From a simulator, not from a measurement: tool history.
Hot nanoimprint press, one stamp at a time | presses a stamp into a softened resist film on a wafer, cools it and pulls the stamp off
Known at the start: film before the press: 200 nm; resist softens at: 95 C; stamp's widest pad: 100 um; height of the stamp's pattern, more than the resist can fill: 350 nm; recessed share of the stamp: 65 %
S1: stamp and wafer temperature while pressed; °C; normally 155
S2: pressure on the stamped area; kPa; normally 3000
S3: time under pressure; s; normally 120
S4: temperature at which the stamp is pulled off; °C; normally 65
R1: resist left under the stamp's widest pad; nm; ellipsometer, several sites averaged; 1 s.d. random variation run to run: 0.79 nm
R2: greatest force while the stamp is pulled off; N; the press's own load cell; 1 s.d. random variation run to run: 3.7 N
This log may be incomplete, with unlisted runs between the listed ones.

run	hour	S1	S2	S3	S4	R1	R2
1	0.0	155	3000	120	65	109.1	186
# hour 45.8: press's hydraulic seals changed and the load cell set to zero
2	74.8	155	3000	120	65	105.6	195
3	144.4	155	3000	120	65	107.1	204
4	177.9	155	3000	120	65	106.7	212
5	221.3	163	3000	120	65	82.4	219
# hour 291.1: stamp cleaned and given a new release coat
6	297.5	155	3000	203	65	91.0	184
7	341.3	155	3000	203	65	90.3	195
8	409.7	155	3060	176	65	94.0	205
9	457.1	155	1800	163	51	126.7	301
10	501.4	150	2770	163	57	121.9	280

Hidden state or all else? Some run-to-run changes of R1, split into what the settings, what came in and random variation would give without the hidden state, and what is left for the hidden state (with any gauge scatter that isn't in both results):
Hidden state present: true temperature over the reading, C; pressure that arrives at the usual setting, %; grip of the stamp's worn release coat, % over a new coat's; drift of the gauge itself on residual_nm, %; drift of the gauge itself on pull_off_n, %.
Run 1 -> 2: press's hydraulic seals changed and the load cell set to zero. R1 -3.5 nm: hidden state -2.5, all else -1.0.
Run 8 -> 9: S2 3060 -> 1800, S3 176 -> 163, S4 65 -> 51. R1 +32.7 nm: hidden state +0.8, all else +31.9.

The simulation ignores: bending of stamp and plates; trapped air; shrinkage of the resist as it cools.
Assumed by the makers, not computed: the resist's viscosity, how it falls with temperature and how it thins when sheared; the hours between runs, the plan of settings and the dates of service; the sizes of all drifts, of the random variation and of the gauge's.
